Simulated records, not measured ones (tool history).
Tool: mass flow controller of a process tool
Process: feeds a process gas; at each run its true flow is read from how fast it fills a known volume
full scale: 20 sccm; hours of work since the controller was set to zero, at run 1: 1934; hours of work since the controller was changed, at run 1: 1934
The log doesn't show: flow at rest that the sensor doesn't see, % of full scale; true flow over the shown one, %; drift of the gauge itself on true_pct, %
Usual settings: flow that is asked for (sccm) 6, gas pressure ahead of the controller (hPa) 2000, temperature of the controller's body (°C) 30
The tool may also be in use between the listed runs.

run    hour  flow that is asked for (sccm)  gas pressure ahead of the controller (hPa)  temperature of the controller's body (°C)  hours of work since the controller was set to zero  hours of work since the controller was changed  true flow (%)
  1     0.0                              6                                        2000                                         30                                                1934                                            1934          99.27
  2    35.1                              6                                        2000                                         30                                                1956                                            1956          99.20
  3    87.6                              3                                        2000                                         30                                                1989                                            1989          99.15
  4   131.1                              3                                        2000                                         39                                                2016                                            2016          98.21
  5   176.8                              3                                        2000                                         39                                                2045                                            2045          98.21
  6   238.0                              6                                        2000                                         30                                                2084                                            2084          99.40
  7   310.7                              6                                        2000                                         30                                                2129                                            2129          99.34
  8   389.0                              3                                        2000                                         30                                                2179                                            2179          99.31
  9   434.5                              3                                        2000                                         30                                                2207                                            2207          99.38
 10   511.0                              3                                        2000                                         30                                                2255                                            2255          99.39
 11   558.8                              3                                        2000                                         30                                                2285                                            2285          99.42
 12   602.7                              3                                        2000                                         30                                                2313                                            2313          99.43
 13   677.5                              3                                        2000                                         30                                                2360                                            2360          99.43
 14   756.9                              3                                        2000                                         30                                                2410                                            2410          99.42
 15   813.3                              3                                        2000                                         30                                                2446                                            2446          99.47
 16   859.8                              3                                        2000                                         30                                                2475                                            2475          99.53
 17   922.0                              6                                        1890                                         30                                                2514                                            2514          99.54
 18  1003.6                             15                                        1800                                         33                                                2565                                            2565          99.68
 19  1054.8                             17                                        2000                                         30                                                2597                                            2597          99.70
 20  1101.7                             17                                        2270                                         30                                                2627                                            2627          99.55
 21  1165.2                              4                                        2000                                         30                                                2667                                            2667          99.60
 22  1246.0                              4                                        2000                                         30                                                2718                                            2718          99.72
 23  1284.8                              4                                        2000                                         30                                                2742                                            2742          99.55
 24  1360.2                              2                                        1550                                         25                                                2790                                            2790         100.50
 25  1423.3                              9                                        2000                                         30                                                2829                                            2829          99.79
 26  1474.3                              2                                        1670                                         23                                                2861                                            2861         100.69
 27  1527.5                             14                                        1620                                         27                                                2895                                            2895         100.32
 28  1609.3                             15                                        1620                                         27                                                2946                                            2946         100.40
 29  1675.3                              8                                        2510                                         24                                                2988                                            2988         100.23
 30  1713.2                              6                                        2780                                         37                                                3012                                            3012          98.72
 31  1755.3                              6                                        2780                                         37                                                3038                                            3038          98.62
 32  1797.7                              6                                        2780                                         37                                                3065                                            3065          98.69
 33  1870.8                              8                                        2000                                         24                                                3111                                            3111         100.60
 34  1931.1                              8                                        2000                                         24                                                3149                                            3149         100.53

4 ways to go on from here, each from the tool as it stands after run 34. What would each give?
  A  1994.7                              8                                        2000                                         32                                                3189                                            3189              ?
  B  1994.7                              5                                        1770                                         25                                                3189                                            3189              ?
  C  1994.7                              9                                        2170                                         30                                                3189                                            3189              ?
  D  1994.7                              5                                        1760                                         30                                                3189                                            3189              ?

run  true flow (%)
  A          99.71
  B         100.42
  C          99.87
  D          99.94
Without the tool's hidden state the same runs would have given:
run  true flow (%)
  A          99.09
  B          99.78
  C          99.25
  D          99.31
